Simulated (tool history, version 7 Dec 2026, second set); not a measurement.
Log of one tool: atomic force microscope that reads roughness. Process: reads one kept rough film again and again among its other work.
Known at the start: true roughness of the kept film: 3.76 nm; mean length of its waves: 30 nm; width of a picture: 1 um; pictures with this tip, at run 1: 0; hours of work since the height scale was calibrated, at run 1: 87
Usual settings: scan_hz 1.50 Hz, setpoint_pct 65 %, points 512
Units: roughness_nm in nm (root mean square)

run   hour  scan_hz  setpoint_pct  points  pictures with this tip  hours of work since the height scale was calibrated  roughness_nm
  1    0.0     1.50            65     512                       0                                                   87         3.060
  2   19.1     1.50            84     512                      34                                                   98         2.647
  3   36.5     1.50            84     512                      65                                                  109         2.465
  4   49.7     1.50            65     512                      88                                                  116         2.467
  5   69.4     1.50            65     512                     123                                                  128         2.308
  6   86.2     1.50            65     512                     153                                                  138         2.150
  7   98.8     1.50            65     512                     175                                                  146         2.063
     112.1  -- new tip fitted
  8  117.4     1.50            65     512                       9                                                  157         2.999
  9  132.1     1.50            65     512                      35                                                  165         2.810
 10  147.3     0.75            65     512                      62                                                  175         2.669
 11  159.9     0.75            65     512                      84                                                  182         2.540
 12  174.8     1.50            65     512                     110                                                  191         2.322
 13  191.6     1.50            65     512                     140                                                  201         2.180
 14  211.0     1.50            78     512                     174                                                  213         1.984
     224.2  -- new tip fitted
 15  227.1     1.50            65     442                       5                                                  222         3.029
 16  239.0     1.50            65     442                      26                                                  229         2.853
 17  256.3     1.50            65     442                      56                                                  240         2.638
 18  271.1     1.50            65     442                      83                                                  248         2.468
 19  283.2     1.50            65     512                     104                                                  256         2.358
 20  296.8     1.50            65     512                     128                                                  264         2.257
 21  309.2     1.50            65     512                     150                                                  271         2.174
 22  325.3     1.50            82     512                     179                                                  281         1.946
     335.9  -- new tip fitted
 23  340.1     1.50            82     512                       8                                                  290         2.878
     342.2  -- height scale calibrated on a step standard
 24  357.2     1.50            82     489                      36                                                    9         2.653
 25  369.5     1.35            65     512                      58                                                   16         2.637
 26  380.7     1.35            65     512                      78                                                   23         2.542
 27  390.4     1.50            65     512                      95                                                   29         2.459
 28  399.8     1.50            65     512                     111                                                   35         2.362
 29  409.5     0.70            84     512                     129                                                   40         2.249
 30  418.5     0.90            78    1021                     145                                                   46         2.179
 31  427.6     2.14            65     512                     161                                                   51         2.102
     434.7  -- height scale calibrated on a step standard, once more
 32  443.3     0.60            71     378                     187                                                    5         2.081
     449.2  -- new tip fitted
 33  453.8     0.60            71     378                       8                                                   11         3.057
 34  469.5     1.63            61     990                      36                                                   21         2.808
 35  484.4     1.37            81     512                      62                                                   30         2.510
 36  496.1     1.55            65     512                      83                                                   37         2.502
 37  508.1     1.55            65     512                     104                                                   44         2.371
 38  525.9     2.70            85     590                     136                                                   54         1.931
 39  544.7     1.50            62     512                     169                                                   66         2.075
     561.1  -- new tip fitted
 40  564.0     0.65            60     512                       5                                                   77         3.125
 41  578.8     2.10            55     763                      31                                                   86         2.865
 42  592.1     2.10            55     763                      55                                                   94         2.688
 43  602.2     2.10            55     497                      73                                                  100         2.587
 44  610.7     2.10            83    1021                      88                                                  105         2.256
 45  622.1     2.10            83    1021                     108                                                  112         2.168
 46  635.1     0.87            83     842                     131                                                  120         2.193
 47  652.5     0.87            83     842                     162                                                  130         2.080
 48  661.0     0.87            83     842                     177                                                  135         2.025
 49  670.6     1.17            57     512                     194                                                  141         2.040
     672.8  -- new tip fitted
 50  689.0     0.99            66     512                      28                                                  152         2.880
 51  699.1     0.99            66     512                      46                                                  158         2.760
 52  709.4     0.99            66     512                      64                                                  164         2.632
 53  723.2     3.95            80     377                      89                                                  172         2.078

How the hidden state differs across the entries between the runs, from the last listed run before each to the first after it:
Between runs 7 and 8: new tip fitted (hour 112.1)
  radius of the tip, nm: 44.5 -> 11.9; height scale over the true one, %: -0.25 -> -0.26
  measured less the result without the state, roughness_nm: -1.015 -> -0.088 nm (root mean square)
Between runs 14 and 15: new tip fitted (hour 224.2)
  radius of the tip, nm: 46.2 -> 11.5; height scale over the true one, %: -0.32 -> -0.33
  measured less the result without the state, roughness_nm: -1.024 -> -0.073 nm (root mean square)
Between runs 22 and 23: new tip fitted (hour 335.9)
  radius of the tip, nm: 45.8 -> 12; height scale over the true one, %: -0.4 -> -0.41
  measured less the result without the state, roughness_nm: -0.999 -> -0.093 nm (root mean square)
Between runs 23 and 24: height scale calibrated on a step standard (hour 342.2)
  radius of the tip, nm: 12 -> 17.3; height scale over the true one, %: -0.41 -> -0.59
  measured less the result without the state, roughness_nm: -0.093 -> -0.292 nm (root mean square)
Between runs 31 and 32: height scale calibrated on a step standard, once more (hour 434.7)
  radius of the tip, nm: 41.3 -> 46.1; height scale over the true one, %: -0.63 -> -0.11
  measured less the result without the state, roughness_nm: -0.951 -> -1.067 nm (root mean square)
Between runs 32 and 33: new tip fitted (hour 449.2)
  radius of the tip, nm: 46.1 -> 11.8
  measured less the result without the state, roughness_nm: -1.067 -> -0.082 nm (root mean square)
Between runs 39 and 40: new tip fitted (hour 561.1)
  radius of the tip, nm: 45.2 -> 11.2; height scale over the true one, %: -0.18 -> -0.19
  measured less the result without the state, roughness_nm: -1.041 -> -0.057 nm (root mean square)
Between runs 49 and 50: new tip fitted (hour 672.8)
  radius of the tip, nm: 49 -> 15.9; height scale over the true one, %: -0.26 -> -0.27
  measured less the result without the state, roughness_nm: -1.133 -> -0.249 nm (root mean square)
